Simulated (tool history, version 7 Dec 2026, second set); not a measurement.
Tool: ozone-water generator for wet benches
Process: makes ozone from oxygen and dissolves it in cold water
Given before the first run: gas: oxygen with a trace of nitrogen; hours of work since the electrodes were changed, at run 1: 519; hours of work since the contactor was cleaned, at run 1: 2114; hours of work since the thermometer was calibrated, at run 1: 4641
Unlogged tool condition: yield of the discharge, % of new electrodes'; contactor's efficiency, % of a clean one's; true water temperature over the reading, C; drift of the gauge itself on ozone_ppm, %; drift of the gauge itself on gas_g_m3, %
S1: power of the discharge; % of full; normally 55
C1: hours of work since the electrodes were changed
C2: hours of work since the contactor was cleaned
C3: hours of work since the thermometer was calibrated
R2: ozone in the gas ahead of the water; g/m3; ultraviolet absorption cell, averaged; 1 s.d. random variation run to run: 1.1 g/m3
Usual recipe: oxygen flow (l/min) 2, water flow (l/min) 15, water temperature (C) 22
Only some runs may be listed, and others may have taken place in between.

run 1 day=0 | S1=55 oxygen_flow_(l/min)=2 water_flow_(l/min)=15 water_temperature_(C)=22 | C1=519 C2=2114 C3=4641 | dissolved_ozone_(ppm)=14.5 R2=206.9
run 2 day=6.254 | S1=55 oxygen_flow_(l/min)=2 water_flow_(l/min)=15 water_temperature_(C)=22 | C1=648 C2=2242 C3=4770 | dissolved_ozone_(ppm)=14.5 R2=205.1
run 3 day=9.425 | S1=55 oxygen_flow_(l/min)=2 water_flow_(l/min)=15 water_temperature_(C)=22 | C1=713 C2=2308 C3=4835 | dissolved_ozone_(ppm)=14.8 R2=202.4
run 4 day=13.117 | S1=55 oxygen_flow_(l/min)=2 water_flow_(l/min)=15 water_temperature_(C)=22 | C1=789 C2=2383 C3=4911 | dissolved_ozone_(ppm)=14.8 R2=204.8
run 5 day=18.092 | S1=55 oxygen_flow_(l/min)=2 water_flow_(l/min)=15 water_temperature_(C)=22 | C1=891 C2=2486 C3=5013 | dissolved_ozone_(ppm)=14.7 R2=201.7
run 6 day=22.012 | S1=55 oxygen_flow_(l/min)=1.49 water_flow_(l/min)=15 water_temperature_(C)=22 | C1=972 C2=2566 C3=5094 | dissolved_ozone_(ppm)=13.2 R2=232.4
run 7 day=26.792 | S1=55 oxygen_flow_(l/min)=1.49 water_flow_(l/min)=15 water_temperature_(C)=22 | C1=1070 C2=2664 C3=5192 | dissolved_ozone_(ppm)=13.4 R2=230.8
-- day=29.654 water thermometer calibrated
run 8 day=29.712 | S1=55 oxygen_flow_(l/min)=2 water_flow_(l/min)=15 water_temperature_(C)=22 | C1=1129 C2=2724 C3=1 | dissolved_ozone_(ppm)=14.6 R2=205.3
run 9 day=33.958 | S1=55 oxygen_flow_(l/min)=2 water_flow_(l/min)=16 water_temperature_(C)=22 | C1=1217 C2=2811 C3=88 | dissolved_ozone_(ppm)=13.8 R2=202.2
run 10 day=39.483 | S1=55 oxygen_flow_(l/min)=2 water_flow_(l/min)=16 water_temperature_(C)=22 | C1=1330 C2=2925 C3=202 | dissolved_ozone_(ppm)=13.7 R2=200.6
run 11 day=42.95 | S1=55 oxygen_flow_(l/min)=2 water_flow_(l/min)=16 water_temperature_(C)=22 | C1=1401 C2=2996 C3=273 | dissolved_ozone_(ppm)=13.7 R2=201.1
run 12 day=49.146 | S1=55 oxygen_flow_(l/min)=1.64 water_flow_(l/min)=16 water_temperature_(C)=22 | C1=1529 C2=3123 C3=401 | dissolved_ozone_(ppm)=12.8 R2=219.2
run 13 day=55.292 | S1=55 oxygen_flow_(l/min)=2 water_flow_(l/min)=20 water_temperature_(C)=28 | C1=1655 C2=3250 C3=527 | dissolved_ozone_(ppm)=10.6 R2=200.6
run 14 day=59.05 | S1=55 oxygen_flow_(l/min)=1.12 water_flow_(l/min)=12 water_temperature_(C)=19 | C1=1732 C2=3327 C3=604 | dissolved_ozone_(ppm)=15.4 R2=258.2
run 15 day=63.871 | S1=55 oxygen_flow_(l/min)=3.03 water_flow_(l/min)=17 water_temperature_(C)=22 | C1=1831 C2=3426 C3=703 | dissolved_ozone_(ppm)=14.3 R2=165.9
run 16 day=69.138 | S1=55 oxygen_flow_(l/min)=1.09 water_flow_(l/min)=16 water_temperature_(C)=22 | C1=1939 C2=3534 C3=811 | dissolved_ozone_(ppm)=11.4 R2=260.4
run 17 day=72.258 | S1=55 oxygen_flow_(l/min)=3.6 water_flow_(l/min)=17 water_temperature_(C)=26 | C1=2004 C2=3598 C3=876 | dissolved_ozone_(ppm)=13.7 R2=153.9
run 18 day=74.775 | S1=55 oxygen_flow_(l/min)=3.6 water_flow_(l/min)=17 water_temperature_(C)=26 | C1=2055 C2=3650 C3=927 | dissolved_ozone_(ppm)=13.8 R2=152.3
run 19 day=78.05 | S1=55 oxygen_flow_(l/min)=3.6 water_flow_(l/min)=17 water_temperature_(C)=26 | C1=2123 C2=3717 C3=995 | dissolved_ozone_(ppm)=13.9 R2=153.4
-- day=81.742 gauge calibrated
run 20 day=82.717 | S1=83 oxygen_flow_(l/min)=3.6 water_flow_(l/min)=17 water_temperature_(C)=26 | C1=2218 C2=3813 C3=1090 | dissolved_ozone_(ppm)=18.8 R2=213.8
-- day=83.65 contactor cleaned
run 21 day=87.454 | S1=46 oxygen_flow_(l/min)=3.43 water_flow_(l/min)=12 water_temperature_(C)=22 | C1=2312 C2=78 C3=1184 | dissolved_ozone_(ppm)=16.1 R2=140.6
run 22 day=91.271 | S1=46 oxygen_flow_(l/min)=3.43 water_flow_(l/min)=12 water_temperature_(C)=22 | C1=2391 C2=157 C3=1263 | dissolved_ozone_(ppm)=16.3 R2=139.1
run 23 day=95.712 | S1=81 oxygen_flow_(l/min)=1.47 water_flow_(l/min)=15 water_temperature_(C)=22 | C1=2482 C2=248 C3=1354 | dissolved_ozone_(ppm)=17.6 R2=313.1
run 24 day=98.596 | S1=81 oxygen_flow_(l/min)=1.47 water_flow_(l/min)=15 water_temperature_(C)=22 | C1=2541 C2=307 C3=1413 | dissolved_ozone_(ppm)=17.8 R2=308.4

Here are 4 independent what-if runs from the current tool condition. What would each one return?
run A day=102.446 | S1=81 oxygen_flow_(l/min)=1.3 water_flow_(l/min)=15 water_temperature_(C)=17 | C1=2621 C2=386 C3=1492 | dissolved_ozone_(ppm)=? R2=?
run B day=102.446 | S1=95 oxygen_flow_(l/min)=3.24 water_flow_(l/min)=15 water_temperature_(C)=27 | C1=2621 C2=386 C3=1492 | dissolved_ozone_(ppm)=? R2=?
run C day=102.446 | S1=75 oxygen_flow_(l/min)=1.86 water_flow_(l/min)=15 water_temperature_(C)=22 | C1=2621 C2=386 C3=1492 | dissolved_ozone_(ppm)=? R2=?
run D day=102.446 | S1=81 oxygen_flow_(l/min)=2.03 water_flow_(l/min)=14 water_temperature_(C)=22 | C1=2621 C2=386 C3=1492 | dissolved_ozone_(ppm)=? R2=?

run=A dissolved_ozone_(ppm)=17.7 R2=330.3
run=B dissolved_ozone_(ppm)=22.1 R2=245
run=C dissolved_ozone_(ppm)=17.9 R2=265.3
run=D dissolved_ozone_(ppm)=20.2 R2=270.4
What these runs would have given with no unlogged condition in the tool:
run=A dissolved_ozone_(ppm)=17.7 R2=333
run=B dissolved_ozone_(ppm)=22.2 R2=247
run=C dissolved_ozone_(ppm)=17.9 R2=267.4
run=D dissolved_ozone_(ppm)=20.2 R2=272.6
